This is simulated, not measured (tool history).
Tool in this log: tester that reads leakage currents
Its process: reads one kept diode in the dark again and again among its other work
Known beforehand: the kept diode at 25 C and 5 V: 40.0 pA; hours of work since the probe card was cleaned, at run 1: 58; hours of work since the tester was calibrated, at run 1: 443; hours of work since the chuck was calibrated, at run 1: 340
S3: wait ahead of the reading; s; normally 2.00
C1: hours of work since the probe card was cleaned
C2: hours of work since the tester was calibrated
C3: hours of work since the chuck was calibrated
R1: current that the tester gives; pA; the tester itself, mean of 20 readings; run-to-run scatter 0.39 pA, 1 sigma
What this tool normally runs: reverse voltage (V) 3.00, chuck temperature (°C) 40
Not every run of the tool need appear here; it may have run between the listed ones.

run 1 hour=0.0 | reverse_voltage_(V)=3.00 chuck_temperature_(°C)=40 S3=2.00 | C1=58 C2=443 C3=340 | R1=122.01
run 2 hour=65.1 | reverse_voltage_(V)=3.00 chuck_temperature_(°C)=40 S3=1.05 | C1=96 C2=481 C3=379 | R1=122.68
run 3 hour=134.5 | reverse_voltage_(V)=3.00 chuck_temperature_(°C)=40 S3=1.05 | C1=137 C2=522 C3=420 | R1=122.08
run 4 hour=235.7 | reverse_voltage_(V)=3.00 chuck_temperature_(°C)=40 S3=1.05 | C1=196 C2=581 C3=479 | R1=121.12
run 5 hour=313.2 | reverse_voltage_(V)=3.00 chuck_temperature_(°C)=40 S3=1.05 | C1=242 C2=627 C3=525 | R1=120.54
run 6 hour=382.4 | reverse_voltage_(V)=3.00 chuck_temperature_(°C)=40 S3=1.05 | C1=283 C2=668 C3=565 | R1=120.78
run 7 hour=453.5 | reverse_voltage_(V)=3.00 chuck_temperature_(°C)=40 S3=1.05 | C1=324 C2=710 C3=607 | R1=120.39
run 8 hour=544.4 | reverse_voltage_(V)=7.53 chuck_temperature_(°C)=40 S3=1.05 | C1=378 C2=763 C3=661 | R1=180.13
run 9 hour=650.9 | reverse_voltage_(V)=3.00 chuck_temperature_(°C)=40 S3=2.00 | C1=441 C2=826 C3=723 | R1=118.86
run 10 hour=698.8 | reverse_voltage_(V)=3.00 chuck_temperature_(°C)=40 S3=2.00 | C1=469 C2=854 C3=751 | R1=119.00
run 11 hour=803.5 | reverse_voltage_(V)=3.00 chuck_temperature_(°C)=40 S3=2.00 | C1=530 C2=915 C3=813 | R1=118.06
run 12 hour=880.9 | reverse_voltage_(V)=3.00 chuck_temperature_(°C)=40 S3=2.00 | C1=576 C2=961 C3=859 | R1=117.28
run 13 hour=944.5 | reverse_voltage_(V)=3.00 chuck_temperature_(°C)=40 S3=2.00 | C1=613 C2=998 C3=896 | R1=117.79
-- hour=953.0 probe card cleaned and baked
run 14 hour=1025.4 | reverse_voltage_(V)=3.00 chuck_temperature_(°C)=40 S3=2.00 | C1=43 C2=1044 C3=942 | R1=117.31
run 15 hour=1082.5 | reverse_voltage_(V)=3.00 chuck_temperature_(°C)=40 S3=2.00 | C1=76 C2=1078 C3=975 | R1=116.97
run 16 hour=1131.1 | reverse_voltage_(V)=3.00 chuck_temperature_(°C)=40 S3=2.00 | C1=105 C2=1106 C3=1004 | R1=116.22
run 17 hour=1197.1 | reverse_voltage_(V)=3.00 chuck_temperature_(°C)=40 S3=2.00 | C1=144 C2=1145 C3=1043 | R1=116.75
run 18 hour=1265.7 | reverse_voltage_(V)=3.00 chuck_temperature_(°C)=40 S3=2.00 | C1=184 C2=1186 C3=1083 | R1=116.09
run 19 hour=1358.4 | reverse_voltage_(V)=3.00 chuck_temperature_(°C)=40 S3=2.00 | C1=238 C2=1240 C3=1138 | R1=115.52
-- hour=1414.3 probe card cleaned and baked, once more
run 20 hour=1429.8 | reverse_voltage_(V)=3.00 chuck_temperature_(°C)=40 S3=2.00 | C1=9 C2=1280 C3=1178 | R1=113.59
run 21 hour=1492.5 | reverse_voltage_(V)=16.08 chuck_temperature_(°C)=26 S3=0.97 | C1=46 C2=1317 C3=1215 | R1=70.31
run 22 hour=1540.7 | reverse_voltage_(V)=16.08 chuck_temperature_(°C)=26 S3=0.97 | C1=74 C2=1346 C3=1243 | R1=70.42
run 23 hour=1602.8 | reverse_voltage_(V)=16.08 chuck_temperature_(°C)=26 S3=0.97 | C1=111 C2=1382 C3=1280 | R1=70.75
run 24 hour=1687.6 | reverse_voltage_(V)=16.08 chuck_temperature_(°C)=27 S3=0.70 | C1=161 C2=1432 C3=1330 | R1=78.78
run 25 hour=1756.1 | reverse_voltage_(V)=7.32 chuck_temperature_(°C)=40 S3=0.61 | C1=201 C2=1472 C3=1370 | R1=168.99
run 26 hour=1857.3 | reverse_voltage_(V)=9.66 chuck_temperature_(°C)=40 S3=3.41 | C1=261 C2=1532 C3=1429 | R1=185.91
run 27 hour=1908.5 | reverse_voltage_(V)=9.66 chuck_temperature_(°C)=54 S3=8.09 | C1=291 C2=1562 C3=1460 | R1=598.44
run 28 hour=1973.0 | reverse_voltage_(V)=1.45 chuck_temperature_(°C)=47 S3=2.00 | C1=329 C2=1600 C3=1497 | R1=146.42
run 29 hour=2073.9 | reverse_voltage_(V)=4.03 chuck_temperature_(°C)=58 S3=7.39 | C1=388 C2=1659 C3=1557 | R1=558.18
run 30 hour=2187.3 | reverse_voltage_(V)=18.66 chuck_temperature_(°C)=37 S3=7.39 | C1=455 C2=1726 C3=1624 | R1=189.61
run 31 hour=2256.8 | reverse_voltage_(V)=1.47 chuck_temperature_(°C)=48 S3=1.18 | C1=496 C2=1767 C3=1664 | R1=158.95
run 32 hour=2321.9 | reverse_voltage_(V)=6.10 chuck_temperature_(°C)=48 S3=1.66 | C1=534 C2=1805 C3=1703 | R1=295.82
run 33 hour=2379.3 | reverse_voltage_(V)=1.90 chuck_temperature_(°C)=40 S3=2.00 | C1=568 C2=1839 C3=1736 | R1=89.15
run 34 hour=2438.7 | reverse_voltage_(V)=1.90 chuck_temperature_(°C)=40 S3=2.00 | C1=603 C2=1874 C3=1771 | R1=88.95
run 35 hour=2537.5 | reverse_voltage_(V)=3.39 chuck_temperature_(°C)=25 S3=3.36 | C1=661 C2=1932 C3=1829 | R1=29.46
run 36 hour=2617.2 | reverse_voltage_(V)=10.88 chuck_temperature_(°C)=57 S3=0.48 | C1=708 C2=1979 C3=1876 | R1=789.28
run 37 hour=2681.9 | reverse_voltage_(V)=8.23 chuck_temperature_(°C)=57 S3=0.48 | C1=746 C2=2017 C3=1914 | R1=690.37
run 38 hour=2731.8 | reverse_voltage_(V)=6.40 chuck_temperature_(°C)=29 S3=2.14 | C1=775 C2=2046 C3=1944 | R1=57.33
run 39 hour=2788.0 | reverse_voltage_(V)=1.80 chuck_temperature_(°C)=50 S3=5.14 | C1=808 C2=2079 C3=1977 | R1=199.88

Per-run results on a tool with no hidden state, each run keeping its own random variation:
Hidden state at play: stray current of the dirty probe card, pA a volt; current scale over the true one, %; true chuck temperature over the reading, C; drift of the gauge itself on leakage_pa, %.
run=1 R1=127.10
run=2 R1=128.17
run=3 R1=127.92
run=4 R1=127.45
run=5 R1=127.27
run=6 R1=127.92
run=7 R1=127.89
run=8 R1=191.37
run=9 R1=127.41
run=10 R1=127.79
run=11 R1=127.29
run=12 R1=126.89
run=13 R1=127.75
run=14 R1=127.39
run=15 R1=127.34
run=16 R1=126.78
run=17 R1=127.71
run=18 R1=127.35
run=19 R1=127.27
run=20 R1=127.42
run=21 R1=78.82
run=22 R1=78.85
run=23 R1=79.11
run=24 R1=87.86
run=25 R1=191.50
run=26 R1=211.53
run=27 R1=679.32
run=28 R1=167.76
run=29 R1=637.65
run=30 R1=216.35
run=31 R1=184.38
run=32 R1=342.97
run=33 R1=104.34
run=34 R1=104.39
run=35 R1=34.07
run=36 R1=921.56
run=37 R1=809.18
run=38 R1=66.29
run=39 R1=237.47
